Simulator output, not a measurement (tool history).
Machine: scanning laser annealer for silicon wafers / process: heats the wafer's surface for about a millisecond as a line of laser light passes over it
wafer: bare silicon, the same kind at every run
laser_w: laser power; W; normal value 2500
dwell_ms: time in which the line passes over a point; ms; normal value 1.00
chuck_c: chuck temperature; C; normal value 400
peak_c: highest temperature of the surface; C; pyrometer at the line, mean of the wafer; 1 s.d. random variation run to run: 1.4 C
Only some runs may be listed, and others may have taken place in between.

{"run": 1, "day": 0.0, "laser_w": 2500, "dwell_ms": 1.0, "chuck_c": 400, "peak_c": 1123}
{"run": 2, "day": 0.558, "laser_w": 2393, "dwell_ms": 1.0, "chuck_c": 400, "peak_c": 1091}
{"run": 3, "day": 0.804, "laser_w": 2393, "dwell_ms": 1.0, "chuck_c": 400, "peak_c": 1091}
{"run": 4, "day": 1.121, "laser_w": 2393, "dwell_ms": 1.0, "chuck_c": 400, "peak_c": 1091}
{"run": 5, "day": 1.35, "laser_w": 2393, "dwell_ms": 1.0, "chuck_c": 400, "peak_c": 1090}
{"run": 6, "day": 1.871, "laser_w": 2500, "dwell_ms": 1.0, "chuck_c": 400, "peak_c": 1121}
{"run": 7, "day": 2.388, "laser_w": 2500, "dwell_ms": 1.0, "chuck_c": 400, "peak_c": 1121}
{"run": 8, "day": 2.679, "laser_w": 2500, "dwell_ms": 1.0, "chuck_c": 400, "peak_c": 1123}
{"run": 9, "day": 3.188, "laser_w": 2500, "dwell_ms": 1.0, "chuck_c": 400, "peak_c": 1121}
{"run": 10, "day": 3.738, "laser_w": 2488, "dwell_ms": 1.0, "chuck_c": 400, "peak_c": 1117}
{"run": 11, "day": 4.146, "laser_w": 2500, "dwell_ms": 1.0, "chuck_c": 400, "peak_c": 1121}
{"run": 12, "day": 4.4, "laser_w": 2500, "dwell_ms": 1.0, "chuck_c": 400, "peak_c": 1122}
{"run": 13, "day": 4.692, "laser_w": 2500, "dwell_ms": 1.0, "chuck_c": 400, "peak_c": 1119}
{"run": 14, "day": 4.992, "laser_w": 2500, "dwell_ms": 1.0, "chuck_c": 400, "peak_c": 1119}
{"run": 15, "day": 5.275, "laser_w": 2500, "dwell_ms": 1.0, "chuck_c": 400, "peak_c": 1121}
{"run": 16, "day": 5.742, "laser_w": 2500, "dwell_ms": 1.0, "chuck_c": 400, "peak_c": 1121}
{"run": 17, "day": 6.05, "laser_w": 2500, "dwell_ms": 1.0, "chuck_c": 400, "peak_c": 1121}
{"run": 18, "day": 6.538, "laser_w": 2500, "dwell_ms": 1.0, "chuck_c": 400, "peak_c": 1123}
{"run": 19, "day": 6.762, "laser_w": 2500, "dwell_ms": 1.0, "chuck_c": 400, "peak_c": 1120}
{"run": 20, "day": 7.071, "laser_w": 2500, "dwell_ms": 1.0, "chuck_c": 400, "peak_c": 1119}
{"run": 21, "day": 7.458, "laser_w": 2742, "dwell_ms": 1.0, "chuck_c": 400, "peak_c": 1194}
{"run": 22, "day": 7.804, "laser_w": 2742, "dwell_ms": 1.0, "chuck_c": 400, "peak_c": 1194}
{"run": 23, "day": 8.362, "laser_w": 2547, "dwell_ms": 1.0, "chuck_c": 403, "peak_c": 1134}
{"run": 24, "day": 8.738, "laser_w": 2547, "dwell_ms": 1.0, "chuck_c": 403, "peak_c": 1140}
{"run": 25, "day": 9.017, "laser_w": 2631, "dwell_ms": 0.71, "chuck_c": 430, "peak_c": 1058}
{"run": 26, "day": 9.362, "laser_w": 2631, "dwell_ms": 0.71, "chuck_c": 430, "peak_c": 1060}
{"run": 27, "day": 9.604, "laser_w": 2500, "dwell_ms": 0.91, "chuck_c": 370, "peak_c": 1055}
{"run": 28, "day": 9.904, "laser_w": 2242, "dwell_ms": 0.76, "chuck_c": 385, "peak_c": 938}
{"run": 29, "day": 10.379, "laser_w": 2242, "dwell_ms": 0.76, "chuck_c": 385, "peak_c": 938}
{"run": 30, "day": 10.692, "laser_w": 2242, "dwell_ms": 0.76, "chuck_c": 385, "peak_c": 936}
{"run": 31, "day": 11.067, "laser_w": 2430, "dwell_ms": 0.76, "chuck_c": 385, "peak_c": 988}
{"run": 32, "day": 11.367, "laser_w": 2430, "dwell_ms": 0.76, "chuck_c": 385, "peak_c": 987}
{"run": 33, "day": 11.846, "laser_w": 2430, "dwell_ms": 0.76, "chuck_c": 385, "peak_c": 985}
{"run": 34, "day": 12.4, "laser_w": 2459, "dwell_ms": 1.0, "chuck_c": 429, "peak_c": 1133}
{"run": 35, "day": 12.696, "laser_w": 2433, "dwell_ms": 1.14, "chuck_c": 427, "peak_c": 1175}
{"run": 36, "day": 13.1, "laser_w": 2433, "dwell_ms": 1.14, "chuck_c": 427, "peak_c": 1176}
{"run": 37, "day": 13.617, "laser_w": 2747, "dwell_ms": 1.09, "chuck_c": 427, "peak_c": 1258}
{"run": 38, "day": 14.154, "laser_w": 2609, "dwell_ms": 1.09, "chuck_c": 368, "peak_c": 1154}
{"run": 39, "day": 14.579, "laser_w": 2609, "dwell_ms": 1.09, "chuck_c": 368, "peak_c": 1153}
{"run": 40, "day": 15.125, "laser_w": 2500, "dwell_ms": 1.22, "chuck_c": 400, "peak_c": 1198}
{"run": 41, "day": 15.604, "laser_w": 2500, "dwell_ms": 0.73, "chuck_c": 413, "peak_c": 1017}

Selected run-to-run steps in peak_c, each split into two signed amounts: the part the tool would show with no hidden state at all (from settings, incoming material and random variation), and the remainder, which goes to the hidden state together with any gauge scatter not common to the measured and the hidden-state-free results:
Hidden state at play: light that passes the window, % of a clean one's; laser's true power over the reading, %; width of the line over the set one, %; drift of the gauge itself on peak_c, C.
Run 24 -> 25: laser_w 2547 -> 2631, dwell_ms 1.00 -> 0.71, chuck_c 403 -> 430. peak_c -82 C: hidden state +2, all else -84.
Run 27 -> 28: laser_w 2500 -> 2242, dwell_ms 0.91 -> 0.76, chuck_c 370 -> 385. peak_c -117 C: hidden state +3, all else -120.
Run 33 -> 34: laser_w 2430 -> 2459, dwell_ms 0.76 -> 1.00, chuck_c 385 -> 429. peak_c +148 C: hidden state -2, all else +150.
Run 40 -> 41: dwell_ms 1.22 -> 0.73, chuck_c 400 -> 413. peak_c -181 C: hidden state +4, all else -185.
